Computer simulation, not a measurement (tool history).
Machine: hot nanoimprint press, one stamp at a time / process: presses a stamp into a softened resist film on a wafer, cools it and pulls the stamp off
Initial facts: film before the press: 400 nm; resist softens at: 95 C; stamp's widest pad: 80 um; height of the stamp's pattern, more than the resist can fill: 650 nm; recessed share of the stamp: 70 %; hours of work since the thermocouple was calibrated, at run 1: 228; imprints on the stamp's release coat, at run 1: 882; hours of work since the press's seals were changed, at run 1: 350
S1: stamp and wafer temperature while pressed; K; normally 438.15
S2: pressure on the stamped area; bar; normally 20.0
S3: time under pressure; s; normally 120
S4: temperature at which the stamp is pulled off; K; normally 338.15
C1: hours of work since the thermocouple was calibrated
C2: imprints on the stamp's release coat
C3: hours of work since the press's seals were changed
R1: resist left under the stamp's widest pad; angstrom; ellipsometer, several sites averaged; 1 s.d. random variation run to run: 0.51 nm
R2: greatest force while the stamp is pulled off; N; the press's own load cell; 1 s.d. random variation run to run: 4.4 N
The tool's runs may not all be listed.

{"run": 1, "day": 0.0, "S1": 438.15, "S2": 20.0, "S3": 120, "S4": 338.15, "C1": 228, "C2": 882, "C3": 350, "R1": 2225, "R2": 217}
{"run": 2, "day": 0.896, "S1": 438.15, "S2": 20.0, "S3": 120, "S4": 338.15, "C1": 239, "C2": 923, "C3": 361, "R1": 2225, "R2": 211}
{"run": 3, "day": 1.625, "S1": 438.15, "S2": 20.0, "S3": 120, "S4": 338.15, "C1": 249, "C2": 957, "C3": 370, "R1": 2215, "R2": 208}
{"run": 4, "day": 2.179, "S1": 438.15, "S2": 20.0, "S3": 120, "S4": 338.15, "C1": 256, "C2": 982, "C3": 377, "R1": 2220, "R2": 208}
{"run": 5, "day": 3.046, "S1": 438.15, "S2": 20.0, "S3": 120, "S4": 338.15, "C1": 267, "C2": 1022, "C3": 389, "R1": 2218, "R2": 222}
{"run": 6, "day": 3.621, "S1": 438.15, "S2": 20.0, "S3": 120, "S4": 338.15, "C1": 274, "C2": 1048, "C3": 396, "R1": 2218, "R2": 215}
{"run": 7, "day": 4.504, "S1": 438.15, "S2": 20.0, "S3": 120, "S4": 338.15, "C1": 285, "C2": 1089, "C3": 407, "R1": 2224, "R2": 212}
{"day": 5.521, "done": "plate thermocouple calibrated"}
{"run": 8, "day": 5.7, "S1": 438.15, "S2": 20.0, "S3": 120, "S4": 338.15, "C1": 2, "C2": 1139, "C3": 421, "R1": 2210, "R2": 214}
{"run": 9, "day": 6.429, "S1": 447.15, "S2": 20.0, "S3": 120, "S4": 338.15, "C1": 12, "C2": 1172, "C3": 430, "R1": 1747, "R2": 209}
{"run": 10, "day": 7.296, "S1": 441.15, "S2": 20.0, "S3": 120, "S4": 345.15, "C1": 23, "C2": 1212, "C3": 441, "R1": 2053, "R2": 204}
{"run": 11, "day": 7.983, "S1": 450.15, "S2": 18.9, "S3": 98, "S4": 338.15, "C1": 31, "C2": 1244, "C3": 450, "R1": 1790, "R2": 213}
{"run": 12, "day": 9.017, "S1": 433.15, "S2": 20.0, "S3": 126, "S4": 337.15, "C1": 45, "C2": 1291, "C3": 463, "R1": 2476, "R2": 211}
{"run": 13, "day": 9.629, "S1": 447.15, "S2": 13.1, "S3": 157, "S4": 337.15, "C1": 53, "C2": 1319, "C3": 471, "R1": 2031, "R2": 218}
{"run": 14, "day": 10.275, "S1": 448.15, "S2": 17.9, "S3": 157, "S4": 337.15, "C1": 61, "C2": 1349, "C3": 479, "R1": 1667, "R2": 215}
{"run": 15, "day": 10.971, "S1": 439.15, "S2": 26.1, "S3": 203, "S4": 329.15, "C1": 70, "C2": 1381, "C3": 488, "R1": 1560, "R2": 227}
{"run": 16, "day": 11.821, "S1": 444.15, "S2": 16.1, "S3": 198, "S4": 339.15, "C1": 81, "C2": 1420, "C3": 499, "R1": 1814, "R2": 216}

Consider 3 possible next runs. They are alternatives, not a sequence: every one starts from the tool as it was left by run 16. What does each give?
{"run": "A", "day": 12.85, "S1": 444.15, "S2": 26.0, "S3": 198, "S4": 334.15, "C1": 94, "C2": 1468, "C3": 512, "R1": "?", "R2": "?"}
{"run": "B", "day": 12.85, "S1": 444.15, "S2": 16.1, "S3": 60, "S4": 339.15, "C1": 94, "C2": 1468, "C3": 512, "R1": "?", "R2": "?"}
{"run": "C", "day": 12.85, "S1": 444.15, "S2": 23.4, "S3": 91, "S4": 334.15, "C1": 94, "C2": 1468, "C3": 512, "R1": "?", "R2": "?"}

run=A R1=1370 R2=231
run=B R1=2576 R2=212
run=C R1=1884 R2=223
With the hidden condition removed and each run's random variation left untouched, the same runs would have given:
run=A R1=1387 R2=229
run=B R1=2608 R2=210
run=C R1=1907 R2=221
